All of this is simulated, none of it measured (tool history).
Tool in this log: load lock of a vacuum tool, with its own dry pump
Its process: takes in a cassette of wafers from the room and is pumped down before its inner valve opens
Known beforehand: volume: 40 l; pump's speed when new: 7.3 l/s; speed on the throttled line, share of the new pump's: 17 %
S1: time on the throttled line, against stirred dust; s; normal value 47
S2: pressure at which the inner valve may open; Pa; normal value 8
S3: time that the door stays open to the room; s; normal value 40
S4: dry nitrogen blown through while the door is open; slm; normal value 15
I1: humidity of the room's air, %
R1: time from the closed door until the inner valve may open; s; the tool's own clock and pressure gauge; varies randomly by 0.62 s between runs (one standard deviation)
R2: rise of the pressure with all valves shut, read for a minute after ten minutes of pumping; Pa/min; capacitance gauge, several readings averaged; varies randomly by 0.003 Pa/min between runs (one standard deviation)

{"run": 1, "hour": 0.0, "S1": 47, "S2": 8, "S3": 40, "S4": 15, "I1": 43.9, "R1": 94.4, "R2": 0.125}
{"run": 2, "hour": 302.8, "S1": 47, "S2": 8, "S3": 40, "S4": 15, "I1": 44.9, "R1": 93.9, "R2": 0.141}
{"run": 3, "hour": 636.8, "S1": 47, "S2": 8, "S3": 40, "S4": 15, "I1": 41.5, "R1": 94.8, "R2": 0.152}
{"run": 4, "hour": 921.6, "S1": 47, "S2": 8, "S3": 40, "S4": 15, "I1": 47.3, "R1": 95.2, "R2": 0.164}
{"run": 5, "hour": 1377.4, "S1": 47, "S2": 8, "S3": 40, "S4": 15, "I1": 46.2, "R1": 96.2, "R2": 0.178}
{"run": 6, "hour": 1854.9, "S1": 47, "S2": 8, "S3": 60, "S4": 12, "I1": 42.7, "R1": 96.4, "R2": 0.211}
{"run": 7, "hour": 2376.1, "S1": 79, "S2": 9, "S3": 176, "S4": 39, "I1": 48.7, "R1": 122.6, "R2": 0.234}
{"run": 8, "hour": 2874.1, "S1": 47, "S2": 8, "S3": 228, "S4": 8, "I1": 45.5, "R1": 99.1, "R2": 0.318}
{"run": 9, "hour": 3415.1, "S1": 64, "S2": 7, "S3": 40, "S4": 5, "I1": 43.1, "R1": 114.2, "R2": 0.298}
{"run": 10, "hour": 3790.8, "S1": 47, "S2": 11, "S3": 40, "S4": 9, "I1": 47.6, "R1": 98.8, "R2": 0.315}

Some steps in R1, run to run, broken into two amounts with sign: the step expected even without the hidden condition (settings, incoming material, random variation), and the rest, left for the hidden condition together with whatever gauge scatter is not in both the measured and the hidden-condition-free result:
The tool's hidden condition here consists of: pump's speed, % of a new pump's; leak at the door's seal, Pa l/s; drift of the gauge itself on ready_s, %; drift of the gauge itself on rise_pa_min, %.
Run 6 -> 7: S1 47 -> 79, S2 8 -> 9, S3 60 -> 176, S4 12 -> 39. R1 +26.2 s: hidden state -0.1, all else +26.3.
Run 7 -> 8: S1 79 -> 47, S2 9 -> 8, S3 176 -> 228, S4 39 -> 8. R1 -23.5 s: hidden state +1.6, all else -25.1.
